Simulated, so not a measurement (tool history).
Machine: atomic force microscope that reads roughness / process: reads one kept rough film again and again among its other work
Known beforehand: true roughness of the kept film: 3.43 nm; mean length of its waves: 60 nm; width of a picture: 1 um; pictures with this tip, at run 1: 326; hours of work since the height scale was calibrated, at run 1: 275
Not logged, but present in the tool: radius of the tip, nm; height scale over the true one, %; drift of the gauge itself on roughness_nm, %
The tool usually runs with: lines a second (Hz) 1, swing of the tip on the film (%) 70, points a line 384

run    day  lines a second (Hz)  swing of the tip on the film (%)  points a line  pictures with this tip  hours of work since the height scale was calibrated  roughness of the kept film (nm (root mean square))
  1      0                    1                                70            384                     326                                                  275                                               2.753
     0.325  -- new tip fitted
  2  0.496                    1                                70            384                       7                                                  283                                               3.111
  3  1.492                    1                                70            384                      53                                                  300                                               3.073
  4  2.242                    1                                70            384                      88                                                  313                                               3.008
  5  3.233                    1                                70            384                     134                                                  330                                               2.968
     3.346  -- height scale calibrated on a step standard
  6  4.129                    1                                70            384                     173                                                   13                                               2.902
  7    4.8                    1                                70            384                     204                                                   25                                               2.883
  8  5.762                 0.72                                85            359                     248                                                   41                                               2.749
  9  6.838                 3.52                                80            401                     298                                                   60                                               2.243
     7.238  -- height scale calibrated on a step standard, once more
 10  7.688                 3.52                                80            401                     335                                                    8                                               2.211
     7.792  -- new tip fitted
 11    8.4                 3.52                                80            401                      28                                                   20                                               2.479
 12  8.962                 1.28                                68            374                      54                                                   29                                                3.05

Some steps in roughness of the kept film (nm (root mean square)), run to run, broken into two amounts with sign: the step expected even without the hidden condition (settings, incoming material, random variation), and the rest, left for the hidden condition together with whatever gauge scatter is not in both the measured and the hidden-condition-free result:
Run 1 -> 2: new tip fitted. roughness of the kept film (nm (root mean square)) +0.358: hidden state +0.332, all else +0.026.
Run 11 -> 12: lines a second (Hz) 3.52 -> 1.28, swing of the tip on the film (%) 80 -> 68, points a line 401 -> 374. roughness of the kept film (nm (root mean square)) +0.571: hidden state -0.035, all else +0.606.

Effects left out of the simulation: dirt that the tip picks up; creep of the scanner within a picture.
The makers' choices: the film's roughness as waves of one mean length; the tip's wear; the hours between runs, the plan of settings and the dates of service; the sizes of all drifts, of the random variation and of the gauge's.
